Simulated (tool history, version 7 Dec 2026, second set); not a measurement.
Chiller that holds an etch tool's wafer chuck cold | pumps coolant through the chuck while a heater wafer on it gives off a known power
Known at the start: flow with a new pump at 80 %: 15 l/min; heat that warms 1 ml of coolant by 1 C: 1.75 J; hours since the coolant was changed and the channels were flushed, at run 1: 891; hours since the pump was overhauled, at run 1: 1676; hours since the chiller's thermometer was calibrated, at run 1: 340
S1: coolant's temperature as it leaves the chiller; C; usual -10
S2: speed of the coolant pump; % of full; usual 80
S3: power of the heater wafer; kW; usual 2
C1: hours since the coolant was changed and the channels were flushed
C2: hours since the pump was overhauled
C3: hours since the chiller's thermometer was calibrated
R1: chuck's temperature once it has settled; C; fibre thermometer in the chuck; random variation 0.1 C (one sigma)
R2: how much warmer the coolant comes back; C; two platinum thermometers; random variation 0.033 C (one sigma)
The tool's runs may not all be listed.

run 1 hour=0 | S1=-10 S2=80 S3=2 | C1=891 C2=1676 C3=340 | R1=2.4 R2=4.75
run 2 hour=48.3 | S1=-10 S2=80 S3=2 | C1=939 C2=1725 C3=389 | R1=2.6 R2=4.66
run 3 hour=72.5 | S1=-2 S2=80 S3=2 | C1=964 C2=1749 C3=413 | R1=10.6 R2=4.73
run 4 hour=123.9 | S1=-10 S2=80 S3=2 | C1=1015 C2=1800 C3=464 | R1=2.6 R2=4.76
run 5 hour=147.4 | S1=-10 S2=80 S3=2 | C1=1038 C2=1824 C3=488 | R1=2.6 R2=4.73
run 6 hour=177.4 | S1=-10 S2=60 S3=2 | C1=1068 C2=1854 C3=518 | R1=5.5 R2=6.52
run 7 hour=227.6 | S1=-14 S2=80 S3=2 | C1=1119 C2=1904 C3=568 | R1=-1.5 R2=4.72
run 8 hour=273.1 | S1=-10 S2=80 S3=2.807 | C1=1164 C2=1949 C3=614 | R1=7.7 R2=6.67
run 9 hour=310.4 | S1=-10 S2=80 S3=2 | C1=1201 C2=1987 C3=651 | R1=2.6 R2=4.72
run 10 hour=353.5 | S1=-10 S2=80 S3=2 | C1=1245 C2=2030 C3=694 | R1=2.8 R2=4.82
run 11 hour=397.6 | S1=-10 S2=80 S3=2 | C1=1289 C2=2074 C3=738 | R1=2.6 R2=4.78
run 12 hour=429.6 | S1=-10 S2=72 S3=2 | C1=1321 C2=2106 C3=770 | R1=3.5 R2=5.36
run 13 hour=458.5 | S1=-10 S2=72 S3=2 | C1=1350 C2=2135 C3=799 | R1=3.6 R2=5.31
run 14 hour=490.4 | S1=-10 S2=72 S3=2 | C1=1381 C2=2167 C3=831 | R1=3.6 R2=5.33
run 15 hour=524.9 | S1=-10 S2=80 S3=2 | C1=1416 C2=2201 C3=865 | R1=2.6 R2=4.78
run 16 hour=574.6 | S1=-10 S2=80 S3=2 | C1=1466 C2=2251 C3=915 | R1=2.6 R2=4.74
run 17 hour=619.1 | S1=-6 S2=95 S3=1.595 | C1=1510 C2=2295 C3=960 | R1=3 R2=3.16
run 18 hour=652.3 | S1=-6 S2=95 S3=1.595 | C1=1543 C2=2329 C3=993 | R1=2.9 R2=3.16
run 19 hour=697.3 | S1=0 S2=94 S3=1.998 | C1=1588 C2=2374 C3=1038 | R1=11.5 R2=4.07
run 20 hour=723.5 | S1=-10 S2=68 S3=1.686 | C1=1615 C2=2400 C3=1064 | R1=2 R2=4.78
run 21 hour=746.2 | S1=-10 S2=68 S3=1.686 | C1=1637 C2=2423 C3=1087 | R1=1.8 R2=4.76
run 22 hour=780.4 | S1=-1 S2=82 S3=2 | C1=1671 C2=2457 C3=1121 | R1=11.5 R2=4.68
run 23 hour=825 | S1=-1 S2=82 S3=2 | C1=1716 C2=2501 C3=1165 | R1=11.4 R2=4.72
run 24 hour=845.9 | S1=-16 S2=97 S3=1.798 | C1=1737 C2=2522 C3=1186 | R1=-6 R2=3.52
run 25 hour=877.1 | S1=-16 S2=97 S3=1.798 | C1=1768 C2=2554 C3=1218 | R1=-6 R2=3.5
run 26 hour=918.5 | S1=-10 S2=76 S3=1.792 | C1=1810 C2=2595 C3=1259 | R1=1.7 R2=4.54
run 27 hour=969.4 | S1=-10 S2=76 S3=1.792 | C1=1860 C2=2646 C3=1310 | R1=1.7 R2=4.48
run 28 hour=1015.4 | S1=0 S2=86 S3=2 | C1=1906 C2=2692 C3=1356 | R1=12.1 R2=4.5
run 29 hour=1054.6 | S1=0 S2=86 S3=2 | C1=1946 C2=2731 C3=1395 | R1=12.3 R2=4.47
run 30 hour=1095.8 | S1=-11 S2=97 S3=1.371 | C1=1987 C2=2772 C3=1436 | R1=-3.5 R2=2.67
run 31 hour=1128.6 | S1=-11 S2=97 S3=1.371 | C1=2020 C2=2805 C3=1469 | R1=-3.5 R2=2.71

Hidden state or all else? Some run-to-run changes of R1, split into what the settings, what came in and random variation would give without the hidden state, and what is left for the hidden state (with any gauge scatter that isn't in both results):
The hidden state here: heat passed by the chuck's channels, % of clean ones'; flow at a given pump speed, % of a new pump's; coolant's true temperature over the reading, C; drift of the gauge itself on chuck_c, C; drift of the gauge itself on warmer_back_c, C.
Run 7 -> 8: S1 -14 -> -10, S3 2 -> 2.807. R1 +9.2 C: hidden state +0.3, all else +8.9.
Run 8 -> 9: S3 2.807 -> 2. R1 -5.1 C: hidden state -0.3, all else -4.8.
Run 23 -> 24: S1 -1 -> -16, S2 82 -> 97, S3 2 -> 1.798. R1 -17.4 C: hidden state -0.2, all else -17.2.
Run 27 -> 28: S1 -10 -> 0, S2 76 -> 86, S3 1.792 -> 2. R1 +10.4 C: hidden state +0, all else +10.4.
Run 29 -> 30: S1 0 -> -11, S2 86 -> 97, S3 2 -> 1.371. R1 -15.8 C: hidden state -0.4, all else -15.4.
